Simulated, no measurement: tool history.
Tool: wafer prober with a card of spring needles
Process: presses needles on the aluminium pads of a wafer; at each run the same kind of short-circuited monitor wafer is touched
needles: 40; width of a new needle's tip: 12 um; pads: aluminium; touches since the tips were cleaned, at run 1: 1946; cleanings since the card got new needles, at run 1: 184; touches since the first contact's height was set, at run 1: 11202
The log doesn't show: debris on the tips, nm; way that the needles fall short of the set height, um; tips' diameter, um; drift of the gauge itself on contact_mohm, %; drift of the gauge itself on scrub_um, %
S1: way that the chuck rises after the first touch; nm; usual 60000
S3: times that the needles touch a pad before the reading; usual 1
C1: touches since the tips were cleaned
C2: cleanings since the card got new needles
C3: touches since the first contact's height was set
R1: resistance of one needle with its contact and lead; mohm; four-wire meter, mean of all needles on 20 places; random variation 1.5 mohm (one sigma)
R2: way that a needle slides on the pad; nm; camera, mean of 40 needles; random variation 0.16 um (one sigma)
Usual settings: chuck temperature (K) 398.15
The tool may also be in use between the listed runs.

run 1 hour=0.0 | S1=60000 chuck_temperature_(K)=398.15 S3=1 | C1=1946 C2=184 C3=11202 | R1=200 R2=15420
-- hour=7.9 tips cleaned on abrasive film
-- hour=21.0 tips cleaned on abrasive film
-- hour=34.1 tips cleaned on abrasive film
run 2 hour=42.0 | S1=60000 chuck_temperature_(K)=398.15 S3=1 | C1=3513 C2=187 C3=29759 | R1=231 R2=15170
-- hour=44.6 tips cleaned on abrasive film
-- hour=55.1 tips cleaned on abrasive film
-- hour=68.2 tips cleaned on abrasive film
-- hour=81.3 tips cleaned on abrasive film
-- hour=91.8 tips cleaned on abrasive film
run 3 hour=96.5 | S1=60000 chuck_temperature_(K)=398.15 S3=1 | C1=2069 C2=192 C3=53796 | R1=202 R2=15030
-- hour=104.4 tips cleaned on abrasive film
-- hour=117.5 tips cleaned on abrasive film
-- hour=130.6 tips cleaned on abrasive film
-- hour=141.1 tips cleaned on abrasive film
run 4 hour=145.7 | S1=60000 chuck_temperature_(K)=398.15 S3=1 | C1=2066 C2=196 C3=75534 | R1=211 R2=14760
-- hour=153.6 tips cleaned on abrasive film
-- hour=166.7 tips cleaned on abrasive film
-- hour=177.2 tips cleaned on abrasive film
-- hour=190.3 tips cleaned on abrasive film
run 5 hour=191.0 | S1=41000 chuck_temperature_(K)=398.15 S3=1 | C1=297 C2=200 C3=95502 | R1=197 R2=9960
-- hour=193.9 height of the first contact set anew
-- hour=201.8 tips cleaned on abrasive film
-- hour=214.9 tips cleaned on abrasive film
-- hour=228.0 tips cleaned on abrasive film
-- hour=241.1 tips cleaned on abrasive film
run 6 hour=251.4 | S1=41000 chuck_temperature_(K)=398.15 S3=1 | C1=4615 C2=204 C3=25444 | R1=360 R2=9860
-- hour=254.1 tips cleaned on abrasive film
-- hour=264.6 tips cleaned on abrasive film
-- hour=277.7 tips cleaned on abrasive film
-- hour=290.8 tips cleaned on abrasive film
-- hour=303.9 tips cleaned on abrasive film
run 7 hour=307.4 | S1=41000 chuck_temperature_(K)=398.15 S3=1 | C1=1541 C2=209 C3=50127 | R1=281 R2=9380
-- hour=315.3 tips cleaned on abrasive film
-- hour=328.4 tips cleaned on abrasive film
-- hour=341.5 tips cleaned on abrasive film
-- hour=354.6 tips cleaned on abrasive film
-- hour=367.7 tips cleaned on abrasive film
-- hour=370.6 height of the first contact set anew, once more
-- hour=379.0 tips cleaned on abrasive film
run 8 hour=379.0 | S1=41000 chuck_temperature_(K)=398.15 S3=1 | C1=0 C2=215 C3=3710 | R1=185 R2=10140
-- hour=389.5 tips cleaned on abrasive film
-- hour=402.6 tips cleaned on abrasive film
run 9 hour=412.4 | S1=41000 chuck_temperature_(K)=398.15 S3=1 | C1=4369 C2=217 C3=18497 | R1=345 R2=10390

The next listed run, before its measurement:
-- hour=415.1 tips cleaned on abrasive film
-- hour=428.2 tips cleaned on abrasive film
-- hour=441.3 tips cleaned on abrasive film
run 10 hour=445.4 | S1=41000 chuck_temperature_(K)=380.15 S3=2 | C1=1804 C2=220 C3=33030 | R1=? R2=?

{"run 10": {"R1": 234, "R2": 10360}}
Without the tool's hidden state the same run would have given R1 149 mohm, R2 10500 nm.
